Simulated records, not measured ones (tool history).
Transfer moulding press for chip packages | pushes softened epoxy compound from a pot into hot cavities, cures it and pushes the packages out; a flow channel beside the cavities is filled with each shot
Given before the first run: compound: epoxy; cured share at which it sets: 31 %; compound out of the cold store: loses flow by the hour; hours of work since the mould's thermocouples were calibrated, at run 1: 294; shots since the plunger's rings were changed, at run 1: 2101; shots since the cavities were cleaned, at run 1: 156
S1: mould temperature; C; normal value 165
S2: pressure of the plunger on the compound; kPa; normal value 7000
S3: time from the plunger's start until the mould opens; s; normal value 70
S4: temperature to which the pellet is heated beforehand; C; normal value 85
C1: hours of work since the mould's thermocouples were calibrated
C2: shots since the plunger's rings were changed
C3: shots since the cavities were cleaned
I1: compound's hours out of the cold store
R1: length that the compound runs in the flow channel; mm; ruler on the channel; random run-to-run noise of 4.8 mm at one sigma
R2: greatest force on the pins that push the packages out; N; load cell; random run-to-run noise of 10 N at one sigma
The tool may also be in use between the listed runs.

run,hour,S1,S2,S3,S4,C1,C2,C3,I1,R1,R2
1,0,165,7000,70,85,294,2101,156,36.5,626,453
2,58.5,165,7000,55,85,318,2714,769,44.1,618,839
# hour 94.7: cavities cleaned with cleaning compound and waxed
3,110.5,165,7000,55,87,339,3243,167,15.2,684,907
# hour 163.6: mould's thermocouples calibrated
# hour 204.5: cavities cleaned with cleaning compound and waxed
4,204.5,165,7000,55,87,16,4190,0,44.3,608,819
# hour 248.7: plunger's sealing rings changed
5,286.2,165,7000,55,87,49,393,830,18,666,934
# hour 316.5: cavities cleaned with cleaning compound and waxed
6,369.7,165,7000,55,87,83,1252,557,20.3,668,894
# hour 425.6: cavities cleaned with cleaning compound and waxed
7,456,165,7000,55,87,118,2141,319,26.3,658,855
# hour 533.7: cavities cleaned with cleaning compound and waxed
8,559.2,165,7000,55,87,161,3206,267,10.2,691,907
9,603.2,165,7920,70,85,179,3667,728,8.8,748,505
# hour 646.4: cavities cleaned with cleaning compound and waxed
10,672.2,165,7000,70,85,207,4374,270,33.1,643,472
# hour 701.5: plunger's sealing rings changed
# hour 761.2: cavities cleaned with cleaning compound and waxed
11,761.7,165,7000,70,85,242,615,6,24.8,656,473
12,846.7,165,7000,70,85,277,1504,895,30.7,649,451
# hour 871.3: cavities cleaned with cleaning compound and waxed
13,910.7,165,7000,70,85,303,2159,412,30.8,642,476
14,972.5,165,7000,70,85,329,2807,1060,10.3,702,517
# hour 980.4: cavities cleaned with cleaning compound and waxed
# hour 1050.2: mould's thermocouples calibrated
15,1062.2,161,7000,89,90,5,3710,836,29.1,653,369
# hour 1094: cavities cleaned with cleaning compound and waxed
16,1108.3,165,6110,89,90,23,4178,151,28.6,610,316
# hour 1157.1: plunger's sealing rings changed
17,1175.1,165,6110,89,90,50,189,824,31.7,600,326
# hour 1205.6: cavities cleaned with cleaning compound and waxed
18,1223.7,165,6110,89,90,70,682,190,44.3,576,316
19,1303.8,165,5680,55,80,103,1521,1029,15.7,619,956
# hour 1314.7: cavities cleaned with cleaning compound and waxed
20,1366.5,168,7100,72,79,128,2162,543,8.9,705,379
# hour 1423.4: cavities cleaned with cleaning compound and waxed
21,1445.9,165,8290,82,85,161,2979,237,26,721,344
22,1499.1,157,5480,51,93,183,3536,794,10.9,640,1477
# hour 1533.5: cavities cleaned with cleaning compound and waxed
23,1557.4,166,6230,62,82,206,4131,251,32.5,601,617
# hour 1605.9: plunger's sealing rings changed
24,1607.2,158,7450,101,86,226,13,746,11.5,736,362
# hour 1647: cavities cleaned with cleaning compound and waxed
25,1694.2,165,7000,52,80,261,908,494,27.9,654,1029
# hour 1755.9: cavities cleaned with cleaning compound and waxed
26,1779.7,165,7000,67,79,296,1789,250,10.9,700,561
27,1824.1,168,5360,67,79,315,2254,715,46.5,523,423

What if the next run were any one of these 3? Each begins from the tool's condition after run 27:
# hour 1865.2: cavities cleaned with cleaning compound and waxed
A,1878.1,158,5360,89,75,336,2804,135,20.4,?,?
# hour 1865.2: cavities cleaned with cleaning compound and waxed
B,1878.1,165,7000,109,85,336,2804,135,37.8,?,?
# hour 1865.2: cavities cleaned with cleaning compound and waxed
C,1878.1,168,5510,78,93,336,2804,135,9.3,?,?

run,R1,R2
A,606,478
B,628,293
C,612,322
Without the tool's unlogged condition, the same runs would have read:
run,R1,R2
A,607,477
B,629,292
C,612,321

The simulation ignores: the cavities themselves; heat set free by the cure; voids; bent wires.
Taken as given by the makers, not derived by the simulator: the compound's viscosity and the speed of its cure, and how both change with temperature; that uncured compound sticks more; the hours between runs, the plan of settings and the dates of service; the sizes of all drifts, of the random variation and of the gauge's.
